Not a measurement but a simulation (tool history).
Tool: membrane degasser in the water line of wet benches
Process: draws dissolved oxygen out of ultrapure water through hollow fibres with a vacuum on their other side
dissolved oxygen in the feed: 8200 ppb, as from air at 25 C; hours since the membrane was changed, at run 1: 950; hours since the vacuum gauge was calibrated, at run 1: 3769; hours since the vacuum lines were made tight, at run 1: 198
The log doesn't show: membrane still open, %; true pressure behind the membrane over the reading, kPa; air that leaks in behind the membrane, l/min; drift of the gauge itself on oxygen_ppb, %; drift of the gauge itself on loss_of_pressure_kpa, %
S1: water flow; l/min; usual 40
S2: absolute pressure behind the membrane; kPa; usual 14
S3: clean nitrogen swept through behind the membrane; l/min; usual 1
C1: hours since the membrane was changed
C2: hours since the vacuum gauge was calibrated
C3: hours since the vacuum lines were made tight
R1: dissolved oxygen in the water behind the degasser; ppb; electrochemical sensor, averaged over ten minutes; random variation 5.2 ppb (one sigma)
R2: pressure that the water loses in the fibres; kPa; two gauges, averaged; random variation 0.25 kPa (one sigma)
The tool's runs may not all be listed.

{"run": 1, "hour": 0.0, "S1": 40, "S2": 14, "S3": 1, "C1": 950, "C2": 3769, "C3": 198, "R1": 884.3, "R2": 67.16}
{"run": 2, "hour": 36.6, "S1": 40, "S2": 14, "S3": 1, "C1": 987, "C2": 3806, "C3": 234, "R1": 882, "R2": 66.22}
{"run": 3, "hour": 77.1, "S1": 40, "S2": 14, "S3": 1, "C1": 1027, "C2": 3846, "C3": 275, "R1": 887.2, "R2": 67.18}
{"run": 4, "hour": 129.8, "S1": 45, "S2": 14, "S3": 1, "C1": 1080, "C2": 3899, "C3": 327, "R1": 974.8, "R2": 76}
{"run": 5, "hour": 172.7, "S1": 45, "S2": 14, "S3": 1, "C1": 1123, "C2": 3942, "C3": 370, "R1": 990.2, "R2": 75.3}
{"run": 6, "hour": 223.0, "S1": 45, "S2": 14, "S3": 1, "C1": 1173, "C2": 3992, "C3": 421, "R1": 973.5, "R2": 75.4}
{"run": 7, "hour": 245.6, "S1": 45, "S2": 14, "S3": 1, "C1": 1196, "C2": 4015, "C3": 443, "R1": 981.1, "R2": 75.31}
{"run": 8, "hour": 284.0, "S1": 45, "S2": 14, "S3": 1, "C1": 1234, "C2": 4053, "C3": 482, "R1": 982.5, "R2": 75.41}
{"run": 9, "hour": 322.4, "S1": 31, "S2": 11.9, "S3": 2.82, "C1": 1273, "C2": 4091, "C3": 520, "R1": 281.8, "R2": 51.73}
{"run": 10, "hour": 347.3, "S1": 31, "S2": 11.9, "S3": 2.82, "C1": 1298, "C2": 4116, "C3": 545, "R1": 285.7, "R2": 52.3}
{"run": 11, "hour": 373.9, "S1": 40, "S2": 11.7, "S3": 1.34, "C1": 1324, "C2": 4143, "C3": 572, "R1": 611.2, "R2": 67.2}
{"run": 12, "hour": 421.8, "S1": 34, "S2": 14, "S3": 1, "C1": 1372, "C2": 4191, "C3": 619, "R1": 777, "R2": 57.07}
{"run": 13, "hour": 461.8, "S1": 38, "S2": 9.7, "S3": 0.54, "C1": 1412, "C2": 4231, "C3": 659, "R1": 837.2, "R2": 63.75}
{"run": 14, "hour": 499.0, "S1": 61, "S2": 20.1, "S3": 1.12, "C1": 1449, "C2": 4268, "C3": 697, "R1": 1630.8, "R2": 102.07}
{"run": 15, "hour": 525.5, "S1": 45, "S2": 24.4, "S3": 0.4, "C1": 1476, "C2": 4294, "C3": 723, "R1": 2820.9, "R2": 75.03}

Forecast each of these 3 alternatives for the next run:
{"run": "A", "hour": 554.7, "S1": 52, "S2": 24.4, "S3": 1.39, "C1": 1505, "C2": 4324, "C3": 752, "R1": "?", "R2": "?"}
{"run": "B", "hour": 554.7, "S1": 24, "S2": 24.4, "S3": 0.4, "C1": 1505, "C2": 4324, "C3": 752, "R1": "?", "R2": "?"}
{"run": "C", "hour": 554.7, "S1": 32, "S2": 16, "S3": 1, "C1": 1505, "C2": 4324, "C3": 752, "R1": "?", "R2": "?"}

run=A R1=1499.9 R2=87.32
run=B R1=1962.6 R2=40.39
run=C R1=861.8 R2=53.42
Without the tool's hidden state the same runs would have given:
run=A R1=1474.6 R2=87.31
run=B R1=1929.6 R2=40.38
run=C R1=847.2 R2=53.41

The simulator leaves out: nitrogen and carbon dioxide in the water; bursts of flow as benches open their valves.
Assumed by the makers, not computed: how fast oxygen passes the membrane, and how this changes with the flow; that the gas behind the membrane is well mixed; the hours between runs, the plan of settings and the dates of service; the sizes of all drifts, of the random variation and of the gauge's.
